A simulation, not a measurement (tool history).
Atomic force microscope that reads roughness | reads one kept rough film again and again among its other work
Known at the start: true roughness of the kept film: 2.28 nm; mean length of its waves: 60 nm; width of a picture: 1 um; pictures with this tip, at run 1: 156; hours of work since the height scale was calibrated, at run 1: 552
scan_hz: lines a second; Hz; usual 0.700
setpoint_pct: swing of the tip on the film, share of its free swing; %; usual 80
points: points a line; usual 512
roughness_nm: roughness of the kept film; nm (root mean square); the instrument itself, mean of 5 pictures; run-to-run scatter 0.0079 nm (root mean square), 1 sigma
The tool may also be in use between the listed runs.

run   hour  scan_hz  setpoint_pct  points  pictures with this tip  hours of work since the height scale was calibrated  roughness_nm
  1    0.0    0.700            80     512                     156                                                  552         1.976
      12.3  -- new tip fitted
  2   40.7    0.700            80     512                      42                                                  569         2.034
  3   82.1    0.700            80     512                     103                                                  587         2.001
  4  109.4    0.700            80     512                     144                                                  599         1.962
     130.2  -- new tip fitted
  5  150.7    0.507            80     512                      31                                                  616         2.084
  6  188.6    2.052            80     512                      87                                                  633         1.811
  7  228.5    2.052            80     512                     146                                                  650         1.773
     246.8  -- new tip fitted
  8  278.9    2.052            60     512                      47                                                  671         2.028
  9  318.8    0.700            80     512                     106                                                  688         1.991
     324.2  -- height scale calibrated on a step standard
 10  357.9    0.700            80     512                     163                                                   14         1.945
     363.2  -- new tip fitted
 11  406.6    0.700            80     512                      64                                                   35         2.005
 12  429.6    0.700            80     512                      98                                                   45         1.983
 13  462.5    0.700            80     512                     147                                                   59         1.955
     478.9  -- new tip fitted
 14  514.9    0.856            80     298                      53                                                   82         1.979
     536.6  -- height scale calibrated on a step standard, once more
 15  560.9    0.700            56     299                     120                                                   10         2.111
     595.3  -- new tip fitted
 16  595.3    0.840            80     387                       0                                                   25         2.060
 17  634.8    3.475            73     912                      58                                                   42         1.798
 18  660.2    3.475            73     912                      96                                                   53         1.775
 19  687.3    3.475            73     912                     136                                                   65         1.764
     714.9  -- new tip fitted
 20  723.9    3.475            73     912                      13                                                   80         1.817
 21  756.7    3.475            73     912                      62                                                   94         1.791
 22  779.6    1.471            58     711                      95                                                  104         2.072
 23  820.3    1.471            58     711                     156                                                  122         2.043
     830.2  -- new tip fitted
 24  858.7    0.700            80     354                      42                                                  138         2.045
 25  910.1    0.700            77     920                     118                                                  160         2.013
 26  934.6    0.700            77     920                     154                                                  171         2.014

What if the next run were any one of these 4? Each begins from the tool's condition after run 26:
     946.9  -- new tip fitted
  A  965.9    0.700            58     442                      28                                                  184             ?
     946.9  -- new tip fitted
  B  965.9    0.700            77     315                      28                                                  184             ?
     946.9  -- new tip fitted
  C  965.9    0.560            80     512                      28                                                  184             ?
     946.9  -- new tip fitted
  D  965.9    2.608            80     280                      28                                                  184             ?

run  roughness_nm
  A         2.154
  B         2.081
  C         2.076
  D         1.771
Without the tool's hidden state the same runs would have given:
run  roughness_nm
  A         2.189
  B         2.115
  C         2.110
  D         1.799
